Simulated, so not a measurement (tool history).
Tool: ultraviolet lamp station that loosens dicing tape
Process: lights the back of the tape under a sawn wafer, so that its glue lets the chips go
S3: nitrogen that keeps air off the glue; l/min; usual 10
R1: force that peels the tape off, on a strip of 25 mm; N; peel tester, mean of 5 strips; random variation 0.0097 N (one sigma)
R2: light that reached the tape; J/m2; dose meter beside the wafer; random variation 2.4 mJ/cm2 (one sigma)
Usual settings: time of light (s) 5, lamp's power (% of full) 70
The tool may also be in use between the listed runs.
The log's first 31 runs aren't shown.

run 32 hour=321.9 | time_of_light_(s)=3 lamp's_power_(%_of_full)=74 S3=3 | R1=3.060 R2=1590
run 33 hour=334.9 | time_of_light_(s)=3 lamp's_power_(%_of_full)=74 S3=3 | R1=3.060 R2=1630
run 34 hour=341.7 | time_of_light_(s)=9 lamp's_power_(%_of_full)=65 S3=3 | R1=0.510 R2=4280
run 35 hour=352.1 | time_of_light_(s)=9 lamp's_power_(%_of_full)=65 S3=3 | R1=0.509 R2=4220
run 36 hour=363.4 | time_of_light_(s)=5 lamp's_power_(%_of_full)=62 S3=3 | R1=1.897 R2=2220
run 37 hour=376.5 | time_of_light_(s)=6 lamp's_power_(%_of_full)=71 S3=4 | R1=0.774 R2=3110
run 38 hour=386.7 | time_of_light_(s)=5 lamp's_power_(%_of_full)=85 S3=10 | R1=0.345 R2=3090
run 39 hour=400.4 | time_of_light_(s)=5 lamp's_power_(%_of_full)=85 S3=10 | R1=0.333 R2=3060
run 40 hour=412.9 | time_of_light_(s)=2 lamp's_power_(%_of_full)=70 S3=7 | R1=3.455 R2=980
run 41 hour=422.7 | time_of_light_(s)=2 lamp's_power_(%_of_full)=70 S3=7 | R1=3.517 R2=970

The next listed run, before its measurement:
run 42 hour=431.9 | time_of_light_(s)=3 lamp's_power_(%_of_full)=70 S3=3 | R1=? R2=?

Run 42 gave R1 3.236 N, R2 1490 J/m2.
Without the tool's hidden state the same run would have given R1 2.802 N, R2 1680 J/m2.
